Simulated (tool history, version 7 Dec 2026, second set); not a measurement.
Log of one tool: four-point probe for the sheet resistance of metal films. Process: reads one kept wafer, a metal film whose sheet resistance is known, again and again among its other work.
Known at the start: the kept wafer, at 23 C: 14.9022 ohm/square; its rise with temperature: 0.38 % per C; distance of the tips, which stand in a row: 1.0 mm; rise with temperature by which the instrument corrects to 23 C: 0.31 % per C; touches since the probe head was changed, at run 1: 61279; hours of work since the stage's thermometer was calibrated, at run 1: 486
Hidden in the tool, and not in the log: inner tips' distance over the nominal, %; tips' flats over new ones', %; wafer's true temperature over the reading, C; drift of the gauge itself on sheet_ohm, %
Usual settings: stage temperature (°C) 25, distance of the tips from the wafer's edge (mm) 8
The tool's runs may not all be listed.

run   hour  stage temperature (°C)  distance of the tips from the wafer's edge (mm)  touches since the probe head was changed  hours of work since the stage's thermometer was calibrated  sheet resistance as the instrument gives it (ohm/square)
  1    0.0                      25                                                8                                     61279                                                         486                                                 14.984834
  2   19.2                      25                                                8                                     61818                                                         495                                                 14.979883
  3   53.0                      25                                                8                                     62768                                                         511                                                 14.983269
  4   88.4                      25                                                8                                     63764                                                         527                                                 14.978774
  5  106.0                      25                                                8                                     64259                                                         536                                                 14.975326
  6  140.2                      25                                                8                                     65221                                                         552                                                 14.979248
  7  165.5                      25                                                8                                     65934                                                         563                                                 14.978672
  8  192.6                      29                                                8                                     66696                                                         576                                                 15.014910
  9  209.8                      25                                                8                                     67180                                                         584                                                 14.977400
     212.4  -- stage's thermometer calibrated
 10  226.4                      25                                                8                                     67631                                                           7                                                 14.972467
 11  250.9                      20                                                8                                     68321                                                          18                                                 14.910542
 12  273.8                      20                                               22                                     68963                                                          29                                                 14.801683
 13  302.8                      25                                               39                                     69781                                                          42                                                 14.847247
     330.7  -- stage's thermometer calibrated, once more
 14  335.8                      25                                               24                                     70693                                                           2                                                 14.866071

The next listed run, before its measurement:
 15  366.3                      18                                               17                                     71553                                                          17                                                         ?

sheet resistance as the instrument gives it (ohm/square): 14.802166
Without the tool's hidden state the same run would have given sheet resistance as the instrument gives it (ohm/square) 14.873413.
